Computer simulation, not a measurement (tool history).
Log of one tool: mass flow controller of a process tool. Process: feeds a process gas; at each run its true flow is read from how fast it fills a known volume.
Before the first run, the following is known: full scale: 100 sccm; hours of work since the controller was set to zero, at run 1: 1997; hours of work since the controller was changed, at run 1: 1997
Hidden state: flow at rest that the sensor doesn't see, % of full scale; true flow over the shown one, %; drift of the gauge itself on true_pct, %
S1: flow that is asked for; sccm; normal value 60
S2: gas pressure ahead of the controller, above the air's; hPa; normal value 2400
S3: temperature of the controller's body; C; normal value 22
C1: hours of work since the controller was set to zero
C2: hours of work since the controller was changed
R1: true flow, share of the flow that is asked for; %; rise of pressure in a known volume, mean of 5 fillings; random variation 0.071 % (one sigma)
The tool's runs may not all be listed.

run    hour  S1    S2  S3    C1    C2      R1
  1     0.0  60  2400  22  1997  1997  100.71
  2    47.5  60  2400  22  2019  2019  100.51
  3   134.0  60  2400  27  2059  2059  100.91
  4   216.8  60  1800  27  2097  2097  100.52
  5   313.5  60  1800  27  2142  2142  100.70
  6   423.6  60  1800  27  2193  2193  100.53
  7   497.7  60  2400  22  2227  2227  100.69
  8   576.2  60  2400  22  2263  2263  100.69
  9   673.3  60  2400  22  2308  2308  100.71
 10   751.6  60  2400  27  2344  2344  100.96
 11   846.9  60  2400  27  2388  2388  101.12
 12   894.8  60  2400  22  2411  2411  100.73
 13   995.2  60  2400  22  2457  2457  100.87
 14  1065.4  60  2400  22  2490  2490  100.81
 15  1153.5  60  2400  27  2530  2530  101.30
 16  1206.8  60  2400  22  2555  2555  100.89
 17  1318.1  11  2400  22  2606  2606  102.42
 18  1367.7  11  2400  22  2629  2629  102.52
 19  1449.4  11  2400  22  2667  2667  102.48
 20  1531.4  11  2400  22  2705  2705  102.60
 21  1597.0  60  2400  22  2735  2735  100.90
 22  1659.3  60  2400  22  2764  2764  101.02
 23  1735.8  60  2400  25  2800  2800  101.16
 24  1802.3  60  2400  22  2830  2830  101.00
 25  1856.1  36  1780  22  2855  2855  100.68
 26  1923.2  12  1580  21  2886  2886  101.85
 27  1998.5  77  1560  24  2921  2921  100.43
 28  2114.0  77  1560  24  2974  2974  100.40
 29  2166.0  10  1410  37  2998  2998  103.51
 30  2270.6  60  2760  22  3047  3047  101.27
 31  2369.5  60  2760  22  3093  3093  101.46
 32  2444.3  60  2760  22  3127  3127  101.27
 33  2521.1  25  2440  23  3163  3163  101.80
 34  2593.8  18  1890  28  3196  3196  101.87
 35  2673.5  18  1890  28  3233  3233  102.07
 36  2757.5  53  1890  22  3272  3272  100.88
 37  2864.9  53  1890  22  3322  3322  100.94
 38  2977.9  36  1480  21  3374  3374  100.67
 39  3094.1  60  2720  33  3428  3428  102.08
 40  3172.9  16  2040  20  3464  3464  102.16
 41  3252.3  60  2370  35  3501  3501  102.08
 42  3324.6  60  2370  35  3534  3534  102.19
 43  3390.0  60  2610  22  3565  3565  101.45
 44  3500.4  27  1490  34  3616  3616  101.93
 45  3593.8  25  1490  34  3659  3659  102.09
 46  3709.5  47  2660  28  3712  3712  101.89
 47  3764.3  45  1620  32  3738  3738  101.45
 48  3868.6  36  2040  39  3786  3786  102.49

4 options for the next run, each taken on its own from the tool as it stands now. Forecast them:
  A  3984.2  60  2400  37  3839  3839   ?
  B  3984.2  36  1650  39  3839  3839   ?
  C  3984.2  60  2410  24  3839  3839   ?
  D  3984.2  60  2130  23  3839  3839   ?

run      R1
  A  102.39
  B  102.17
  C  101.55
  D  101.28
What these runs would have given with no unlogged condition in the tool:
run      R1
  A  100.78
  B  100.12
  C   99.94
  D   99.67
